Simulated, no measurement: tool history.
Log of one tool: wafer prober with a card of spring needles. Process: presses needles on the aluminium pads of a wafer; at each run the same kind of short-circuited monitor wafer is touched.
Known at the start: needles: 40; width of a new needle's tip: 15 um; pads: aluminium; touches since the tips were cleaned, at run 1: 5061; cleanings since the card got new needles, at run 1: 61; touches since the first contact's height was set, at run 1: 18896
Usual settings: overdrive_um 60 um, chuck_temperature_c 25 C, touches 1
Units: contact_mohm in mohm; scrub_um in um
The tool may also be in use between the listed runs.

run	day	overdrive_um	chuck_temperature_c	touches	touches since the tips were cleaned	cleanings since the card got new needles	touches since the first contact's height was set	contact_mohm	scrub_um
1	0	60	25	1	5061	61	18896	169	8.76
# day 0.504: tips cleaned on abrasive film
# day 1.658: tips cleaned on abrasive film
2	2.183	60	25	1	3671	63	34110	172	8.8
# day 2.804: tips cleaned on abrasive film
3	3.304	60	25	1	3514	64	41934	172	8.77
# day 4.067: tips cleaned on abrasive film
4	4.408	60	25	1	2403	65	49634	173	8.81
# day 5.212: tips cleaned on abrasive film
5	6.112	60	25	1	6287	66	61516	172	8.79
# day 6.412: tips cleaned on abrasive film
# day 7.588: tips cleaned on abrasive film
6	8.333	60	25	1	5236	68	77012	172	8.77
# day 8.796: tips cleaned on abrasive film
7	9.917	60	25	1	7852	69	88059	173	8.79
# day 10.058: tips cleaned on abrasive film
# day 11.212: tips cleaned on abrasive film
8	11.342	60	25	1	904	71	97978	172	8.79
# day 12.471: tips cleaned on abrasive film
9	12.7	60	25	2	1613	72	107458	171	8.78
# day 13.654: tips cleaned on abrasive film
10	14.771	60	25	1	7812	73	121911	173	8.81
# day 14.971: tips cleaned on abrasive film
# day 16.25: tips cleaned on abrasive film
11	16.375	60	25	2	869	75	133068	172	8.81
# day 17.521: tips cleaned on abrasive film
12	18.246	60	25	2	5083	76	146140	173	8.8
# day 18.762: tips cleaned on abrasive film
13	19.267	60	25	2	3545	77	153259	174	8.79
# day 19.992: tips cleaned on abrasive film
# day 21.171: tips cleaned on abrasive film
14	21.192	64	25	1	153	79	166661	172	9.38
# day 22.367: tips cleaned on abrasive film
15	23.392	60	107	1	7172	80	182020	188	8.79
# day 23.608: tips cleaned on abrasive film
# day 24.804: tips cleaned on abrasive film
16	25.392	48	107	1	4100	82	195967	196	7.05
# day 26.033: tips cleaned on abrasive film
17	27.121	54	107	2	7610	83	208029	194	7.89
# day 27.3: tips cleaned on abrasive film
# day 28.483: tips cleaned on abrasive film
18	29.129	54	107	2	4521	85	222039	193	7.95
# day 29.679: tips cleaned on abrasive film
# day 30.95: tips cleaned on abrasive film
19	31.196	46	78	1	1740	87	236443	189	6.77
# day 32.188: tips cleaned on abrasive film
20	32.4	63	81	3	1483	88	244836	181	9.25
# day 32.979: height of the first contact set anew
# day 33.35: tips cleaned on abrasive film
21	33.733	75	28	3	2681	89	5270	171	10.99
# day 34.546: tips cleaned on abrasive film
22	34.958	75	28	3	2879	90	13795	168	11.01
# day 35.796: tips cleaned on abrasive film
23	36.179	46	28	3	2668	91	22309	172	6.75
# day 37.029: tips cleaned on abrasive film
24	37.721	47	44	2	4834	92	33067	182	6.9
# day 38.212: tips cleaned on abrasive film
# day 39.433: tips cleaned on abrasive film
25	39.854	47	44	2	2938	94	47935	184	6.87
# day 40.579: tips cleaned on abrasive film
26	41.038	47	44	2	3184	95	56186	183	6.85
# day 41.817: tips cleaned on abrasive film
# day 42.979: tips cleaned on abrasive film
27	43.158	47	44	2	1244	97	70967	180	6.91
# day 44.267: tips cleaned on abrasive film
28	45.025	56	44	1	5300	98	84012	179	8.22
# day 45.542: tips cleaned on abrasive film
# day 46.733: tips cleaned on abrasive film
29	46.879	69	64	1	1009	100	96929	177	10.12
# day 47.979: tips cleaned on abrasive film
30	48.542	52	27	1	3933	101	108533	179	7.63
# day 49.267: tips cleaned on abrasive film
# day 50.5: tips cleaned on abrasive film
31	50.629	52	27	1	911	103	123081	174	7.65

5 ways to go on from here, each from the tool as it stands after run 31. What would each give?
# day 51.742: tips cleaned on abrasive film
A	52.392	71	109	2	4566	104	135401	?	?
# day 51.742: tips cleaned on abrasive film
B	52.392	60	29	1	4566	104	135401	?	?
# day 51.742: tips cleaned on abrasive film
C	52.392	60	44	3	4566	104	135401	?	?
# day 51.742: tips cleaned on abrasive film
D	52.392	57	80	1	4566	104	135401	?	?
# day 51.742: tips cleaned on abrasive film
E	52.392	40	96	1	4566	104	135401	?	?

run	contact_mohm	scrub_um
A	189	10.44
B	174	8.79
C	176	8.76
D	185	8.36
E	200	5.85
Without the tool's hidden state the same runs would have given:
run	contact_mohm	scrub_um
A	189	10.45
B	173	8.79
C	176	8.77
D	185	8.36
E	200	5.86
